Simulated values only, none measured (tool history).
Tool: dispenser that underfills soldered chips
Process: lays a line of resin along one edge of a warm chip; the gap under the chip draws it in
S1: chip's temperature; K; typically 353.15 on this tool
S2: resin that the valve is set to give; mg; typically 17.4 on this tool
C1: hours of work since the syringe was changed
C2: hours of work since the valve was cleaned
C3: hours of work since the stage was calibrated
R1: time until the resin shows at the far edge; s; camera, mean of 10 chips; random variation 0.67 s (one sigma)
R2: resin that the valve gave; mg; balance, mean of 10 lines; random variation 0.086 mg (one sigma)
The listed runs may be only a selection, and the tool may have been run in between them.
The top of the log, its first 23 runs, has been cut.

run 24 hour=225.5 | S1=338.15 S2=17.5 | C1=9 C2=111 C3=195 | R1=265.9 R2=15.98
-- hour=230.9 new syringe of resin
run 25 hour=238.4 | S1=338.15 S2=17.5 | C1=5 C2=119 C3=203 | R1=195.8 R2=16.1
run 26 hour=245.5 | S1=338.15 S2=17.5 | C1=9 C2=123 C3=207 | R1=284.2 R2=15.91
-- hour=249.4 new syringe of resin
run 27 hour=259.3 | S1=353.15 S2=17.5 | C1=6 C2=132 C3=216 | R1=112.6 R2=15.74
-- hour=267.4 new syringe of resin
-- hour=272.3 dispensing valve cleaned and set on the balance
run 28 hour=272.3 | S1=347.15 S2=18.3 | C1=2 C2=0 C3=224 | R1=99.5 R2=18.39
-- hour=286.3 new syringe of resin
run 29 hour=286.3 | S1=347.15 S2=18.3 | C1=0 C2=9 C3=232 | R1=81 R2=18.37
run 30 hour=299.1 | S1=352.15 S2=19.4 | C1=8 C2=17 C3=240 | R1=131.4 R2=19.32
-- hour=304.6 new syringe of resin
run 31 hour=308.6 | S1=340.15 S2=22.3 | C1=3 C2=23 C3=246 | R1=142 R2=21.94
run 32 hour=315.7 | S1=340.15 S2=22.3 | C1=7 C2=27 C3=251 | R1=209.3 R2=21.96
-- hour=322.4 new syringe of resin
run 33 hour=329.5 | S1=366.15 S2=18 | C1=5 C2=36 C3=260 | R1=54 R2=17.55
-- hour=340.7 new syringe of resin
run 34 hour=343 | S1=354.15 S2=18.4 | C1=1 C2=44 C3=268 | R1=67.9 R2=17.88
run 35 hour=352.3 | S1=354.15 S2=18.4 | C1=7 C2=50 C3=274 | R1=113.3 R2=17.75

4 ways to go on from here, each from the tool as it stands after run 35. What would each give?
-- hour=358.6 new syringe of resin
run A hour=365 | S1=353.15 S2=19.2 | C1=4 C2=58 C3=282 | R1=? R2=?
-- hour=358.6 new syringe of resin
run B hour=365 | S1=363.15 S2=16.8 | C1=4 C2=58 C3=282 | R1=? R2=?
-- hour=358.6 new syringe of resin
run C hour=365 | S1=347.15 S2=15.5 | C1=4 C2=58 C3=282 | R1=? R2=?
-- hour=358.6 new syringe of resin
run D hour=365 | S1=362.15 S2=21.2 | C1=4 C2=58 C3=282 | R1=? R2=?

run=A R1=90.8 R2=18.3
run=B R1=59.9 R2=16.14
run=C R1=127.2 R2=14.94
run=D R1=61.2 R2=20.25
With no hidden state in the tool, these same runs would have given:
run=A R1=58.3 R2=19.08
run=B R1=38.6 R2=16.82
run=C R1=81.1 R2=15.58
run=D R1=39.6 R2=21.12
